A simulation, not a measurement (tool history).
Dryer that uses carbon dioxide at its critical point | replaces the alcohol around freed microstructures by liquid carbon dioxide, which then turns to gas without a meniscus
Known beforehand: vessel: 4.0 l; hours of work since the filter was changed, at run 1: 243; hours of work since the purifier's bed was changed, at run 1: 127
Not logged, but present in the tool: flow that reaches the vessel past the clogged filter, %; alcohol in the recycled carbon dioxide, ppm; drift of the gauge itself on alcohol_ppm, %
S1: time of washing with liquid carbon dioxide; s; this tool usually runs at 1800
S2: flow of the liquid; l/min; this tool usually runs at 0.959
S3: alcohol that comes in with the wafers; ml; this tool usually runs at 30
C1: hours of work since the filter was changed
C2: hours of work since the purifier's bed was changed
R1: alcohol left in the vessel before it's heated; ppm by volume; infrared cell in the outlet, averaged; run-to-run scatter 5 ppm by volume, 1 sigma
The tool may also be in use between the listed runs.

run   hour    S1     S2  S3   C1   C2   R1
  1      0  1800  0.959  30  243  127   65
  2   10.2  1800  0.959  30  249  133   74
  3   25.6  1800  0.959  30  258  142   73
  4   36.1  1800  0.959  30  264  148   71
  5   50.7  1800  0.959  30  273  157   76
  6   69.6  1800  0.959  34  284  168   84
  7   80.9  1800  0.959  34  291  174   86
  8     91  1800  0.959  34  297  180   90
  9    101  1800  0.959  34  303  186   88
 10  111.6  1800  0.959  34  309  192   86
 11  127.1  1800  0.959  34  318  202  100
 12  140.3  1800  0.959  34  326  209   94
 13  157.5  1800  0.959  34  336  219  101
 14  172.5  1560  1.371  27  345  228   83
 15  191.9  1560  1.371  27  356  240  101
 16  209.2  1560  1.124  27  366  250   98
 17  226.4  1380  1.475  27  376  260  110
 18  241.6  1380  0.959  30  385  269  173
 19  254.5  1380  1.072  84  393  276  246
 20  272.9  1200  0.959  90  404  287  567
 21  289.6  1200  0.959  90  414  297  578
 22  300.7  1200  0.959  90  420  304  592
 23  315.9  1740  1.267  31  429  313  118
 24  333.7  1740  1.267  31  439  323  124
 25  344.6  1740  1.267  31  446  329  121

Table of differences, measured result less the result of that run with no hidden state. Run-to-run variation is the same in both. Gauge scatter possibly is not:
run    R1
  1   +50
  2   +52
  3   +53
  4   +57
  5   +61
  6   +66
  7   +69
  8   +69
  9   +75
 10   +75
 11   +78
 12   +81
 13   +85
 14   +80
 15   +84
 16   +92
 17   +92
 18  +127
 19  +161
 20  +290
 21  +295
 22  +303
 23  +108
 24  +112
 25  +114
